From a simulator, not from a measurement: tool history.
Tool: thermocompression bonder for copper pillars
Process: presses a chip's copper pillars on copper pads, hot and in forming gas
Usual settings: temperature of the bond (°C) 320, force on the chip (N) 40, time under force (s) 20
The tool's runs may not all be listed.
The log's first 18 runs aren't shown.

run    hour  temperature of the bond (°C)  force on the chip (N)  time under force (s)  hours of work since the heater was calibrated  hours of work since the force cell was calibrated  hours of work since the gas filter was changed  force that shears a chip off (N)
 19   787.3                           320                     40                    39                                           1492                                               1556                                             115                              78.6
      792.2  -- forming gas filter changed
 20   819.3                           346                     40                    21                                           1515                                               1579                                              20                              82.7
 21   854.5                           346                     40                    21                                           1541                                               1605                                              46                              81.5
 22   907.6                           305                     34                    51                                           1580                                               1644                                              84                              69.2
      911.9  -- force cell calibrated
      960.3  -- forming gas filter changed
 23   968.8                           305                     34                    51                                           1623                                                 41                                               6                              69.7
 24  1014.7                           305                     34                    51                                           1657                                                 75                                              40                              69.1
 25  1077.9                           334                     35                    51                                           1703                                                121                                              86                              88.8
     1112.1  -- heater calibrated with a thermocouple chip
 26  1112.1                           334                     35                    51                                              0                                                145                                             110                              82.6
     1125.8  -- forming gas filter changed
 27  1167.3                           300                     57                    20                                             40                                                185                                              30                              59.0
 28  1203.8                           320                     32                    20                                             67                                                211                                              57                              51.3
 29  1248.2                           320                     29                    48                                             99                                                244                                              90                              66.1
     1290.2  -- forming gas filter changed
 30  1311.3                           291                     51                    12                                            145                                                290                                              15                              41.0

4 ways to go on from here, each from the tool as it stands after run 30. What would each give?
  A  1373.0                           321                     30                    10                                            190                                                335                                              61                                 ?
  B  1373.0                           291                     60                    12                                            190                                                335                                              61                                 ?
  C  1373.0                           298                     40                    11                                            190                                                335                                              61                                 ?
  D  1373.0                           343                     25                    11                                            190                                                335                                              61                                 ?

run  force that shears a chip off (N)
  A                              38.1
  B                              45.1
  C                              36.0
  D                              44.8
Without the tool's hidden state the same runs would have given:
run  force that shears a chip off (N)
  A                              38.1
  B                              45.1
  C                              36.0
  D                              44.8

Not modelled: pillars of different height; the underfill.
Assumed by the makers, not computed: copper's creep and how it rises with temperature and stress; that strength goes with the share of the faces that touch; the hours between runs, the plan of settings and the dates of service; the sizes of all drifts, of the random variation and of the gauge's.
